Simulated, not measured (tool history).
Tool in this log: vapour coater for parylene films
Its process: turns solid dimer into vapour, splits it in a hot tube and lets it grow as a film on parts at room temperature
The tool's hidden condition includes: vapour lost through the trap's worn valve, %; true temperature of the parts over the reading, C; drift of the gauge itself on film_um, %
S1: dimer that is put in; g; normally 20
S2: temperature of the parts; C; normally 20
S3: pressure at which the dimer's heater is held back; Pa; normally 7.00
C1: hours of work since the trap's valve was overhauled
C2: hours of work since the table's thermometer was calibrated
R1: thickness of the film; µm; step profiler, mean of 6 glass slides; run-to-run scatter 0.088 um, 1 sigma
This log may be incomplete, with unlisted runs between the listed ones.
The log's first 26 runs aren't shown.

run,hour,S1,S2,S3,C1,C2,R1
27,1073.6,17,19,2.74,253,1113,9.48
# hour 1119.3: trap's valve overhauled
28,1136.8,20,15,4.03,15,1163,12.39
29,1167.1,10,18,10.11,40,1188,5.06
30,1201.6,10,18,10.11,70,1218,4.99
31,1241.5,32,12,7.00,103,1251,18.14
32,1273.3,32,12,7.00,130,1278,17.95
33,1312.5,9,12,9.04,163,1311,4.77
34,1354.5,9,12,9.04,199,1347,4.72
35,1412.2,9,12,9.04,247,1395,4.65
# hour 1463.3: trap's valve overhauled
36,1467.6,9,12,9.04,4,1439,5.18
37,1514.6,35,20,2.21,43,1478,21.50
38,1561.9,35,20,2.21,83,1518,21.13
39,1593.4,15,15,6.55,110,1545,8.09
40,1626.7,19,24,4.34,138,1573,9.34
41,1664.0,13,31,6.33,170,1605,5.25
# hour 1677.5: table's thermometer calibrated
42,1694.9,11,12,6.33,195,15,6.24
43,1728.5,11,12,4.00,223,43,6.65
44,1786.5,11,12,4.00,272,92,6.42
# hour 1809.9: trap's valve overhauled
45,1819.8,11,12,4.00,8,117,7.34
46,1868.3,20,19,7.00,49,158,10.68

Consider 5 possible next runs. They are alternatives, not a sequence: every one starts from the tool as it was left by run 46. What does each give?
A,1900.9,26,22,6.42,77,185,?
B,1900.9,20,23,9.56,77,185,?
C,1900.9,29,13,7.00,77,185,?
D,1900.9,20,19,4.65,77,185,?
E,1900.9,20,29,7.00,77,185,?

run,R1
A,13.04
B,9.27
C,16.76
D,11.25
E,8.95
Had the tool no hidden state, the same runs would have come out as:
run,R1
A,13.54
B,9.62
C,17.41
D,11.68
E,9.29

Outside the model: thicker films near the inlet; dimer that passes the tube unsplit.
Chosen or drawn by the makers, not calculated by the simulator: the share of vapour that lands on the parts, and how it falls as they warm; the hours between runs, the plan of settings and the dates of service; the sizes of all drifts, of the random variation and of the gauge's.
